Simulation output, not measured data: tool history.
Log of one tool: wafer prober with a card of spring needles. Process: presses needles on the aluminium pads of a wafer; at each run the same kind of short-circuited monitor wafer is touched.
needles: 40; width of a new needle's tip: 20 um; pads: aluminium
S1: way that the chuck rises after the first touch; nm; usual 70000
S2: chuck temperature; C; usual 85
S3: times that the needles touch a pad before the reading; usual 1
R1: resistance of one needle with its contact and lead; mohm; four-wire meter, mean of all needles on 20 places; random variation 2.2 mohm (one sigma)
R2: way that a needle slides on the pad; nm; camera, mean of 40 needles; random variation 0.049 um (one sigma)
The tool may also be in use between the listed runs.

run     day     S1  S2  S3   R1     R2
  1   0.000  70000  85   1  330  14580
  2   0.233  70000  85   1  384  14570
  3   0.467  70000  85   2  253  14620
  4   0.921  70000  85   2  265  14590
  5   1.354  70000  85   3  268  14650
  6   1.658  70000  85   3  261  14530
  7   1.938  70000  85   3  256  14620
  8   2.171  70000  85   3  277  14530
  9   2.675  70000  85   3  252  14550
 10   3.050  70000  85   3  250  14490
 11   3.458  70000  85   1  266  14540
 12   3.779  70000  85   1  254  14430
 13   4.150  70000  85   1  256  14380
 14   4.567  70000  85   1  271  14450
 15   4.917  70000  85   1  261  14380
 16   5.208  70000  60   1  333  14450
 17   5.462  70000  60   1  308  14460
 18   5.908  58000  99   2  316  11830
 19   6.179  58000  99   2  292  11910
 20   6.471  70000  85   1  281  14450
 21   6.838  62000  78   2  269  12670
 22   7.238  62000  78   2  273  12640
 23   7.612  62000  78   2  275  12640
 24   8.062  66000  91   1  296  13520
 25   8.283  54000  85   2  342  10970
 26   8.704  54000  29   2  248  11370
 27   9.175  64000  39   1  297  13390
 28   9.612  70000  79   1  310  14710
 29   9.862  70000  91   2  260  14640
 30  10.267  70000  91   2  264  14600
 31  10.617  62000  33   2  253  12910
 32  10.879  62000  33   2  305  12910
 33  11.296  75000  27   2  229  15630
 34  11.538  68000  27   2  281  14150

Not shown: 32 entries that the log had between the listed runs. Between which runs, and how does the tool's hidden state differ before and after?
Between runs 1 and 2: tips cleaned on abrasive film (day 0.079)
  debris on the tips, nm: 80.4 -> 139.7; way that the needles fall short of the set height, um: 0.2 -> 0.3; tips' diameter, um: 20.72 -> 21.08
  measured less the result without the state, R1: +79 -> +139 mohm; R2: -40 -> -60 nm
Between runs 2 and 3: tips cleaned on abrasive film (day 0.454)
  debris on the tips, nm: 139.7 -> 12; way that the needles fall short of the set height, um: 0.3 -> 0.36; tips' diameter, um: 21.08 -> 21.1
  measured less the result without the state, R1: +139 -> +8 mohm; R2: -60 -> -70 nm
Between runs 3 and 4: tips cleaned on abrasive film (day 0.821)
  debris on the tips, nm: 12 -> 33.5; way that the needles fall short of the set height, um: 0.36 -> 0.45; tips' diameter, um: 21.1 -> 21.13
  measured less the result without the state, R1: +8 -> +20 mohm; R2: -70 -> -90 nm
Between runs 4 and 5: tips cleaned on abrasive film (day 1.196)
  debris on the tips, nm: 33.5 -> 52.6; way that the needles fall short of the set height, um: 0.45 -> 0.5; tips' diameter, um: 21.13 -> 21.15
  measured less the result without the state, R1: +20 -> +19 mohm; R2: -90 -> -100 nm
Between runs 5 and 6: tips cleaned on abrasive film (day 1.583)
  debris on the tips, nm: 52.6 -> 29.5; way that the needles fall short of the set height, um: 0.5 -> 0.58; tips' diameter, um: 21.15 -> 21.18
  measured less the result without the state, R1: +19 -> +11 mohm; R2: -100 -> -120 nm
Between runs 6 and 7: tips cleaned on abrasive film, once more (day 1.900)
  debris on the tips, nm: 29.5 -> 17.9; way that the needles fall short of the set height, um: 0.58 -> 0.64; tips' diameter, um: 21.18 -> 21.2
  measured less the result without the state, R1: +11 -> +7 mohm; R2: -120 -> -130 nm
Between runs 8 and 9: tips cleaned on abrasive film (day 2.275); tips cleaned on abrasive film (day 2.650)
  debris on the tips, nm: 79.2 -> 15.5; way that the needles fall short of the set height, um: 0.64 -> 0.76; tips' diameter, um: 21.2 -> 21.24
  measured less the result without the state, R1: +30 -> +6 mohm; R2: -140 -> -160 nm
Between runs 9 and 10: tips cleaned on abrasive film (day 3.033)
  debris on the tips, nm: 15.5 -> 15.3; way that the needles fall short of the set height, um: 0.76 -> 0.82; tips' diameter, um: 21.24 -> 21.26
  measured less the result without the state, R1: +6 -> +6 mohm; R2: -160 -> -170 nm
Between runs 10 and 11: tips cleaned on abrasive film (day 3.412)
  debris on the tips, nm: 15.3 -> 20; way that the needles fall short of the set height, um: 0.82 -> 0.89; tips' diameter, um: 21.26 -> 21.29
  measured less the result without the state, R1: +6 -> +21 mohm; R2: -170 -> -180 nm
Between runs 11 and 12: tips cleaned on abrasive film (day 3.775)
  debris on the tips, nm: 20 -> 6.8; way that the needles fall short of the set height, um: 0.89 -> 0.96; tips' diameter, um: 21.29 -> 21.31
  measured less the result without the state, R1: +21 -> +8 mohm; R2: -180 -> -200 nm
Between runs 12 and 13: tips cleaned on abrasive film (day 4.146)
  debris on the tips, nm: 6.8 -> 7; way that the needles fall short of the set height, um: 0.96 -> 1.05; tips' diameter, um: 21.31 -> 21.34
  measured less the result without the state, R1: +8 -> +8 mohm; R2: -200 -> -220 nm
Between runs 13 and 14: tips cleaned on abrasive film (day 4.512)
  debris on the tips, nm: 7 -> 24.4; way that the needles fall short of the set height, um: 1.05 -> 1.1; tips' diameter, um: 21.34 -> 21.36
  measured less the result without the state, R1: +8 -> +26 mohm; R2: -220 -> -230 nm
Between runs 14 and 15: tips cleaned on abrasive film (day 4.896)
  debris on the tips, nm: 24.4 -> 13.9; way that the needles fall short of the set height, um: 1.1 -> 1.17; tips' diameter, um: 21.36 -> 21.38
  measured less the result without the state, R1: +26 -> +15 mohm; R2: -230 -> -250 nm
Between runs 16 and 17: tips cleaned on abrasive film (day 5.254)
  debris on the tips, nm: 85.5 -> 63.2; way that the needles fall short of the set height, um: 1.17 -> 1.24; tips' diameter, um: 21.38 -> 21.41
  measured less the result without the state, R1: +93 -> +69 mohm; R2: -240 -> -260 nm
Between runs 17 and 18: tips cleaned on abrasive film (day 5.654)
  debris on the tips, nm: 63.2 -> 74.3; way that the needles fall short of the set height, um: 1.24 -> 1.3; tips' diameter, um: 21.41 -> 21.43
  measured less the result without the state, R1: +69 -> +65 mohm; R2: -260 -> -280 nm
Between runs 18 and 19: tips cleaned on abrasive film (day 6.038)
  debris on the tips, nm: 74.3 -> 45.5; way that the needles fall short of the set height, um: 1.3 -> 1.39; tips' diameter, um: 21.43 -> 21.46
  measured less the result without the state, R1: +65 -> +40 mohm; R2: -280 -> -290 nm
Between runs 19 and 20: tips cleaned on abrasive film (day 6.400)
  debris on the tips, nm: 45.5 -> 28.2; way that the needles fall short of the set height, um: 1.39 -> 1.45; tips' diameter, um: 21.46 -> 21.48
  measured less the result without the state, R1: +40 -> +31 mohm; R2: -290 -> -310 nm
Between runs 20 and 21: tips cleaned on abrasive film (day 6.771)
  debris on the tips, nm: 28.2 -> 26.8; way that the needles fall short of the set height, um: 1.45 -> 1.5; tips' diameter, um: 21.48 -> 21.5
  measured less the result without the state, R1: +31 -> +23 mohm; R2: -310 -> -320 nm
Between runs 21 and 22: tips cleaned on abrasive film (day 7.150)
  debris on the tips, nm: 26.8 -> 34.5; way that the needles fall short of the set height, um: 1.5 -> 1.56; tips' diameter, um: 21.5 -> 21.52
  measured less the result without the state, R1: +23 -> +29 mohm; R2: -320 -> -330 nm
Between runs 22 and 23: tips cleaned on abrasive film (day 7.538)
  debris on the tips, nm: 34.5 -> 31.7; way that the needles fall short of the set height, um: 1.56 -> 1.63; tips' diameter, um: 21.52 -> 21.54
  measured less the result without the state, R1: +29 -> +27 mohm; R2: -330 -> -340 nm
Between runs 23 and 24: tips cleaned on abrasive film (day 7.933)
  debris on the tips, nm: 31.7 -> 39.5; way that the needles fall short of the set height, um: 1.63 -> 1.71; tips' diameter, um: 21.54 -> 21.57
  measured less the result without the state, R1: +27 -> +47 mohm; R2: -340 -> -360 nm
Between runs 25 and 26: tips cleaned on abrasive film (day 8.321); height of the first contact set anew (day 8.375); tips cleaned on abrasive film (day 8.704)
  debris on the tips, nm: 89.3 -> 10.8; way that the needles fall short of the set height, um: 1.71 -> 0.07; tips' diameter, um: 21.57 -> 21.63
  measured less the result without the state, R1: +92 -> +13 mohm; R2: -360 -> -10 nm
Between runs 26 and 27: tips cleaned on abrasive film (day 9.071)
  debris on the tips, nm: 10.8 -> 44; way that the needles fall short of the set height, um: 0.07 -> 0.14; tips' diameter, um: 21.63 -> 21.65
  measured less the result without the state, R1: +13 -> +58 mohm; R2: -10 -> -30 nm
Between runs 27 and 28: tips cleaned on abrasive film (day 9.442)
  debris on the tips, nm: 44 -> 57; way that the needles fall short of the set height, um: 0.14 -> 0.21; tips' diameter, um: 21.65 -> 21.67
  measured less the result without the state, R1: +58 -> +61 mohm; R2: -30 -> -50 nm
Between runs 28 and 29: tips cleaned on abrasive film (day 9.838)
  debris on the tips, nm: 57 -> 18.1; way that the needles fall short of the set height, um: 0.21 -> 0.26; tips' diameter, um: 21.67 -> 21.69
  measured less the result without the state, R1: +61 -> +12 mohm; R2: -50 -> -50 nm
Between runs 29 and 30: tips cleaned on abrasive film (day 10.208)
  debris on the tips, nm: 18.1 -> 24.7; way that the needles fall short of the set height, um: 0.26 -> 0.36; tips' diameter, um: 21.69 -> 21.72
  measured less the result without the state, R1: +12 -> +17 mohm; R2: -50 -> -70 nm
Between runs 30 and 31: tips cleaned on abrasive film (day 10.571)
  debris on the tips, nm: 24.7 -> 19.4; way that the needles fall short of the set height, um: 0.36 -> 0.44; tips' diameter, um: 21.72 -> 21.75
  measured less the result without the state, R1: +17 -> +18 mohm; R2: -70 -> -100 nm
Between runs 32 and 33: tips cleaned on abrasive film (day 10.929); tips cleaned on abrasive film (day 11.296)
  debris on the tips, nm: 86.4 -> 5.7; way that the needles fall short of the set height, um: 0.44 -> 0.57; tips' diameter, um: 21.75 -> 21.8
  measured less the result without the state, R1: +73 -> +4 mohm; R2: -90 -> -120 nm
